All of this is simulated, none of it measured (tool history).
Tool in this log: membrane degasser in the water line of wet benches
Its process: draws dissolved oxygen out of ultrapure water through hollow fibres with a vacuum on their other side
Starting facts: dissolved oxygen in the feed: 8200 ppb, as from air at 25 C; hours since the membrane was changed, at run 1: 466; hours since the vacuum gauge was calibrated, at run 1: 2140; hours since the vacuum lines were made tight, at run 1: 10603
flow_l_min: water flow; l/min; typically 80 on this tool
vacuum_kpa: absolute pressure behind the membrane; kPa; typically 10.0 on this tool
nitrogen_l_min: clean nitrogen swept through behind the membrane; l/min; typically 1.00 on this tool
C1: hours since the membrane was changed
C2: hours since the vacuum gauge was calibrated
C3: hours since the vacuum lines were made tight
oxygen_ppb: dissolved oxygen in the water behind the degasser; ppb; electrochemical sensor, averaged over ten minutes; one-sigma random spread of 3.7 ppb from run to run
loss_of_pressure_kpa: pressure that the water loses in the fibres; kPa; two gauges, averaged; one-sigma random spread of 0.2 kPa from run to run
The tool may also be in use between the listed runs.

Run 1, day 0.000: usual settings; C1 466; C2 2140; C3 10603. Result: oxygen_ppb 849.2 ppb, loss_of_pressure_kpa 41.80 kPa.
Run 2, day 2.704: usual settings; C1 531; C2 2205; C3 10668. Result: oxygen_ppb 855.6 ppb, loss_of_pressure_kpa 41.28 kPa.
Run 3, day 4.067: usual settings; C1 563; C2 2238; C3 10701. Result: oxygen_ppb 846.2 ppb, loss_of_pressure_kpa 41.65 kPa.
Run 4, day 5.858: usual settings but flow_l_min 118 l/min; C1 606; C2 2281; C3 10744. Result: oxygen_ppb 1098.9 ppb, loss_of_pressure_kpa 61.61 kPa.
Run 5, day 7.692: usual settings but flow_l_min 118 l/min; C1 650; C2 2324; C3 10788. Result: oxygen_ppb 1099.5 ppb, loss_of_pressure_kpa 61.68 kPa.
Run 6, day 10.350: usual settings but flow_l_min 55 l/min; C1 714; C2 2388; C3 10852. Result: oxygen_ppb 656.9 ppb, loss_of_pressure_kpa 28.79 kPa.
Run 7, day 12.621: usual settings but flow_l_min 55 l/min; C1 769; C2 2443; C3 10906. Result: oxygen_ppb 662.7 ppb, loss_of_pressure_kpa 28.56 kPa.
Run 8, day 14.538: usual settings but flow_l_min 55 l/min; C1 815; C2 2489; C3 10952. Result: oxygen_ppb 661.7 ppb, loss_of_pressure_kpa 28.92 kPa.
Run 9, day 16.338: usual settings; C1 858; C2 2532; C3 10995. Result: oxygen_ppb 854.8 ppb, loss_of_pressure_kpa 41.68 kPa.
Run 10, day 19.004: usual settings; C1 922; C2 2596; C3 11059. Result: oxygen_ppb 852.9 ppb, loss_of_pressure_kpa 41.55 kPa.
Run 11, day 21.579: usual settings; C1 984; C2 2658; C3 11121. Result: oxygen_ppb 858.5 ppb, loss_of_pressure_kpa 41.64 kPa.
Run 12, day 24.117: usual settings; C1 1045; C2 2719; C3 11182. Result: oxygen_ppb 849.1 ppb, loss_of_pressure_kpa 41.75 kPa.
Run 13, day 25.925: usual settings; C1 1088; C2 2762; C3 11226. Result: oxygen_ppb 856.0 ppb, loss_of_pressure_kpa 41.73 kPa.
Run 14, day 28.775: usual settings; C1 1156; C2 2830; C3 11294. Result: oxygen_ppb 855.8 ppb, loss_of_pressure_kpa 41.67 kPa.
Run 15, day 30.908: usual settings; C1 1208; C2 2882; C3 11345. Result: oxygen_ppb 860.5 ppb, loss_of_pressure_kpa 42.01 kPa.
Run 16, day 33.433: usual settings; C1 1268; C2 2942; C3 11406. Result: oxygen_ppb 859.8 ppb, loss_of_pressure_kpa 41.82 kPa.
Run 17, day 35.558: usual settings but nitrogen_l_min 0.48 l/min; C1 1319; C2 2993; C3 11457. Result: oxygen_ppb 1280.6 ppb, loss_of_pressure_kpa 41.69 kPa.
Run 18, day 37.892: usual settings but flow_l_min 89 l/min, vacuum_kpa 11.3 kPa, nitrogen_l_min 0.46 l/min; C1 1375; C2 3049; C3 11513. Result: oxygen_ppb 1624.7 ppb, loss_of_pressure_kpa 46.82 kPa.

Run 19 is up next; what results do you expect?
Run 19, day 40.079: usual settings but flow_l_min 89 l/min, vacuum_kpa 11.3 kPa, nitrogen_l_min 0.46 l/min; C1 1428; C2 3102; C3 11565. Result: oxygen_ppb ?, loss_of_pressure_kpa ?.

oxygen_ppb: 1626.7 ppb
loss_of_pressure_kpa: 46.10 kPa
Minus the tool's unlogged condition, the same run would have read oxygen_ppb 1605.5 ppb, loss_of_pressure_kpa 46.09 kPa.

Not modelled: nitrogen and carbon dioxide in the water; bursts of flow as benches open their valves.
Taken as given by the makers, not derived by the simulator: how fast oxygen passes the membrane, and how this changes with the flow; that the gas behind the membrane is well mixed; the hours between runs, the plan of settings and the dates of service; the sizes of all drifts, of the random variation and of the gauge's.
